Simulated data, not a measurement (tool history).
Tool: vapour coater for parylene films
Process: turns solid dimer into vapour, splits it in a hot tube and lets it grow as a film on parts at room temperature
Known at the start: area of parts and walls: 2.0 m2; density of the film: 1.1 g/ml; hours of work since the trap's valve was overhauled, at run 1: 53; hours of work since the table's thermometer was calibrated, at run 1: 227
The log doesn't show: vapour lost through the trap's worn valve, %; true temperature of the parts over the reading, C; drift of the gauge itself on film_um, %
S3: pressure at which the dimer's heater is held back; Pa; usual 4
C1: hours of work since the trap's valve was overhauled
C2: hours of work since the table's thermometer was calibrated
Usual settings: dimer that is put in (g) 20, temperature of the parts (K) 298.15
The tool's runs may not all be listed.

{"run": 1, "day": 0.0, "dimer that is put in (g)": 20, "temperature of the parts (K)": 298.15, "S3": 4, "C1": 53, "C2": 227, "thickness of the film (um)": 6.37}
{"run": 2, "day": 0.4, "dimer that is put in (g)": 20, "temperature of the parts (K)": 298.15, "S3": 7.2, "C1": 60, "C2": 234, "thickness of the film (um)": 6.04}
{"run": 3, "day": 1.079, "dimer that is put in (g)": 20, "temperature of the parts (K)": 298.15, "S3": 7.2, "C1": 72, "C2": 245, "thickness of the film (um)": 5.97}
{"run": 4, "day": 1.425, "dimer that is put in (g)": 20, "temperature of the parts (K)": 298.15, "S3": 3.73, "C1": 78, "C2": 251, "thickness of the film (um)": 6.34}
{"run": 5, "day": 1.867, "dimer that is put in (g)": 20, "temperature of the parts (K)": 298.15, "S3": 3.73, "C1": 85, "C2": 259, "thickness of the film (um)": 6.37}
{"run": 6, "day": 2.508, "dimer that is put in (g)": 20, "temperature of the parts (K)": 298.15, "S3": 3.73, "C1": 96, "C2": 270, "thickness of the film (um)": 6.37}
{"run": 7, "day": 3.017, "dimer that is put in (g)": 14, "temperature of the parts (K)": 298.15, "S3": 4, "C1": 105, "C2": 279, "thickness of the film (um)": 4.4}
{"run": 8, "day": 3.696, "dimer that is put in (g)": 14, "temperature of the parts (K)": 298.15, "S3": 4, "C1": 117, "C2": 291, "thickness of the film (um)": 4.39}
{"run": 9, "day": 4.262, "dimer that is put in (g)": 14, "temperature of the parts (K)": 303.15, "S3": 4, "C1": 127, "C2": 301, "thickness of the film (um)": 3.62}
{"run": 10, "day": 4.592, "dimer that is put in (g)": 14, "temperature of the parts (K)": 303.15, "S3": 4, "C1": 133, "C2": 306, "thickness of the film (um)": 3.62}
{"run": 11, "day": 4.95, "dimer that is put in (g)": 14, "temperature of the parts (K)": 303.15, "S3": 4, "C1": 139, "C2": 313, "thickness of the film (um)": 3.6}
{"run": 12, "day": 5.508, "dimer that is put in (g)": 14, "temperature of the parts (K)": 303.15, "S3": 4, "C1": 149, "C2": 322, "thickness of the film (um)": 3.64}
{"run": 13, "day": 5.967, "dimer that is put in (g)": 14, "temperature of the parts (K)": 303.15, "S3": 4, "C1": 157, "C2": 330, "thickness of the film (um)": 3.6}
{"run": 14, "day": 6.429, "dimer that is put in (g)": 14, "temperature of the parts (K)": 303.15, "S3": 4, "C1": 165, "C2": 338, "thickness of the film (um)": 3.59}
{"run": 15, "day": 6.892, "dimer that is put in (g)": 14, "temperature of the parts (K)": 303.15, "S3": 4, "C1": 173, "C2": 346, "thickness of the film (um)": 3.56}
{"run": 16, "day": 7.408, "dimer that is put in (g)": 14, "temperature of the parts (K)": 303.15, "S3": 4, "C1": 182, "C2": 355, "thickness of the film (um)": 3.57}
{"run": 17, "day": 7.804, "dimer that is put in (g)": 14, "temperature of the parts (K)": 303.15, "S3": 4, "C1": 189, "C2": 362, "thickness of the film (um)": 3.58}
{"run": 18, "day": 8.192, "dimer that is put in (g)": 20, "temperature of the parts (K)": 298.15, "S3": 4, "C1": 195, "C2": 369, "thickness of the film (um)": 6.15}
{"run": 19, "day": 8.779, "dimer that is put in (g)": 20, "temperature of the parts (K)": 298.15, "S3": 4, "C1": 206, "C2": 379, "thickness of the film (um)": 6.11}
{"run": 20, "day": 9.283, "dimer that is put in (g)": 20, "temperature of the parts (K)": 298.15, "S3": 5.55, "C1": 214, "C2": 388, "thickness of the film (um)": 5.91}
{"run": 21, "day": 9.733, "dimer that is put in (g)": 20, "temperature of the parts (K)": 295.15, "S3": 4, "C1": 222, "C2": 396, "thickness of the film (um)": 6.82}
{"run": 22, "day": 10.075, "dimer that is put in (g)": 20, "temperature of the parts (K)": 295.15, "S3": 4, "C1": 228, "C2": 402, "thickness of the film (um)": 6.83}
{"run": 23, "day": 10.533, "dimer that is put in (g)": 25, "temperature of the parts (K)": 294.15, "S3": 4, "C1": 236, "C2": 410, "thickness of the film (um)": 8.82}
{"run": 24, "day": 10.842, "dimer that is put in (g)": 26, "temperature of the parts (K)": 301.15, "S3": 4.74, "C1": 241, "C2": 415, "thickness of the film (um)": 6.97}
{"run": 25, "day": 11.321, "dimer that is put in (g)": 26, "temperature of the parts (K)": 301.15, "S3": 4.74, "C1": 250, "C2": 423, "thickness of the film (um)": 6.92}
{"run": 26, "day": 11.938, "dimer that is put in (g)": 8, "temperature of the parts (K)": 305.15, "S3": 2.83, "C1": 261, "C2": 434, "thickness of the film (um)": 1.92}
{"run": 27, "day": 12.504, "dimer that is put in (g)": 8, "temperature of the parts (K)": 305.15, "S3": 2.83, "C1": 270, "C2": 444, "thickness of the film (um)": 1.9}
{"run": 28, "day": 12.788, "dimer that is put in (g)": 8, "temperature of the parts (K)": 305.15, "S3": 2.83, "C1": 275, "C2": 449, "thickness of the film (um)": 1.91}
{"run": 29, "day": 13.2, "dimer that is put in (g)": 8, "temperature of the parts (K)": 298.15, "S3": 2.83, "C1": 283, "C2": 456, "thickness of the film (um)": 2.49}
{"run": 30, "day": 13.833, "dimer that is put in (g)": 8, "temperature of the parts (K)": 298.15, "S3": 2.83, "C1": 293, "C2": 467, "thickness of the film (um)": 2.47}
{"run": 31, "day": 14.229, "dimer that is put in (g)": 20, "temperature of the parts (K)": 297.15, "S3": 3.43, "C1": 300, "C2": 474, "thickness of the film (um)": 6.29}
{"run": 32, "day": 14.529, "dimer that is put in (g)": 20, "temperature of the parts (K)": 297.15, "S3": 3.43, "C1": 306, "C2": 479, "thickness of the film (um)": 6.22}
{"day": 15.079, "done": "trap's valve overhauled"}
{"run": 33, "day": 15.1, "dimer that is put in (g)": 32, "temperature of the parts (K)": 291.15, "S3": 3.92, "C1": 0, "C2": 486, "thickness of the film (um)": 13.59}
{"run": 34, "day": 15.629, "dimer that is put in (g)": 9, "temperature of the parts (K)": 300.15, "S3": 2.64, "C1": 10, "C2": 496, "thickness of the film (um)": 2.82}
{"run": 35, "day": 16.042, "dimer that is put in (g)": 9, "temperature of the parts (K)": 300.15, "S3": 2.64, "C1": 17, "C2": 503, "thickness of the film (um)": 2.81}
{"run": 36, "day": 16.433, "dimer that is put in (g)": 20, "temperature of the parts (K)": 295.15, "S3": 4, "C1": 24, "C2": 510, "thickness of the film (um)": 7.28}
{"run": 37, "day": 16.779, "dimer that is put in (g)": 35, "temperature of the parts (K)": 292.15, "S3": 4.29, "C1": 30, "C2": 516, "thickness of the film (um)": 14.03}
{"run": 38, "day": 17.262, "dimer that is put in (g)": 34, "temperature of the parts (K)": 299.15, "S3": 4, "C1": 38, "C2": 524, "thickness of the film (um)": 10.5}
{"run": 39, "day": 17.938, "dimer that is put in (g)": 24, "temperature of the parts (K)": 297.15, "S3": 3.06, "C1": 50, "C2": 536, "thickness of the film (um)": 8.23}

Some steps in thickness of the film (um) between neighbouring runs. How much of each would the tool show without its hidden state too (settings, what came in, random variation), and how much is left for the hidden state, with any gauge scatter that isn't in both results?
Run 25 -> 26: dimer that is put in (g) 26 -> 8, temperature of the parts (K) 301.15 -> 305.15, S3 4.74 -> 2.83. thickness of the film (um) -5: hidden state +0.31, all else -5.31.
Run 30 -> 31: dimer that is put in (g) 8 -> 20, temperature of the parts (K) 298.15 -> 297.15, S3 2.83 -> 3.43. thickness of the film (um) +3.82: hidden state -0.31, all else +4.13.
Run 32 -> 33: dimer that is put in (g) 20 -> 32, temperature of the parts (K) 297.15 -> 291.15, S3 3.43 -> 3.92, trap's valve overhauled. thickness of the film (um) +7.37: hidden state +0.66, all else +6.71.
Run 33 -> 34: dimer that is put in (g) 32 -> 9, temperature of the parts (K) 291.15 -> 300.15, S3 3.92 -> 2.64. thickness of the film (um) -10.77: hidden state -0.13, all else -10.64.
Run 36 -> 37: dimer that is put in (g) 20 -> 35, temperature of the parts (K) 295.15 -> 292.15, S3 4 -> 4.29. thickness of the film (um) +6.75: hidden state +0.01, all else +6.74.
